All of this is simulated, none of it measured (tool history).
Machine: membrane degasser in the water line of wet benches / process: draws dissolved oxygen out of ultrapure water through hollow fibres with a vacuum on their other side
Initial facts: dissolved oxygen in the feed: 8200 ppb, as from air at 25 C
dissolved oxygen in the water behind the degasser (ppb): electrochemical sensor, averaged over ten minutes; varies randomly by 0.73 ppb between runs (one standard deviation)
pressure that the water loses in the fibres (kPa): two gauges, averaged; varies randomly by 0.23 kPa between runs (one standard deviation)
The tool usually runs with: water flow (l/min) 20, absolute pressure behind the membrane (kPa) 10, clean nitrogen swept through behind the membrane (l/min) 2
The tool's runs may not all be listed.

| run | hour | water flow (l/min) | absolute pressure behind the membrane (kPa) | clean nitrogen swept through behind the membrane (l/min) | dissolved oxygen in the water behind the degasser (ppb) | pressure that the water loses in the fibres (kPa) |
|---|---|---|---|---|---|---|
| 1 | 0 | 20 | 10 | 2 | 169.4 | 57.43 |
| 2 | 160 | 20 | 10 | 0.85 | 354.2 | 57.84 |
| 3 | 240.1 | 20 | 10 | 0.85 | 352.9 | 58.24 |
| 4 | 385.5 | 20 | 10 | 0.85 | 352.8 | 58.01 |
| 5 | 464.2 | 20 | 10 | 2 | 172.2 | 57.99 |
| 6 | 584.9 | 20 | 10 | 2 | 171.3 | 58 |
| 7 | 770.7 | 20 | 10 | 2 | 172.4 | 58.14 |
|  | 829 | seals of the vacuum lines changed |
| 8 | 867.5 | 20 | 10 | 4.48 | 80.9 | 58.45 |
| 9 | 1011.8 | 20 | 10 | 1.86 | 179.4 | 58.62 |
| 10 | 1160.5 | 19 | 10 | 2 | 159.6 | 55.4 |
| 11 | 1276.5 | 19 | 10 | 2 | 159.7 | 55.06 |
| 12 | 1406.9 | 19 | 11.6 | 2 | 196.9 | 55.13 |
| 13 | 1560.3 | 19 | 11.6 | 2 | 195.9 | 55.75 |
| 14 | 1652.2 | 20 | 10 | 1.57 | 210.8 | 58.58 |
| 15 | 1755.2 | 20 | 9.4 | 2 | 156.4 | 58.45 |
| 16 | 1910.5 | 20 | 10.6 | 2 | 185.6 | 58.43 |
| 17 | 2023.9 | 20 | 10.6 | 2 | 186.2 | 58.55 |
| 18 | 2193.6 | 14 | 10.6 | 5.99 | 46.6 | 41.31 |
| 19 | 2365.3 | 13 | 7.1 | 3.74 | 37.5 | 38.09 |
|  | 2382.8 | vacuum gauge calibrated |
| 20 | 2543.7 | 13 | 7.1 | 3.74 | 39.4 | 38.55 |
| 21 | 2667.6 | 19 | 12.3 | 3.18 | 144.1 | 56.15 |

Run 22 has not been measured yet. What should we expect?
|  | 2682.3 | vacuum gauge calibrated, once more |
| 22 | 2853.2 | 13 | 10 | 2 | ? | ? |

{"run 22": {"dissolved oxygen in the water behind the degasser (ppb)": 110.3, "pressure that the water loses in the fibres (kPa)": 38.42}}
On a tool with no hidden condition, and with the same random variation, this run would have come out at dissolved oxygen in the water behind the degasser (ppb) 106.9, pressure that the water loses in the fibres (kPa) 37.41.
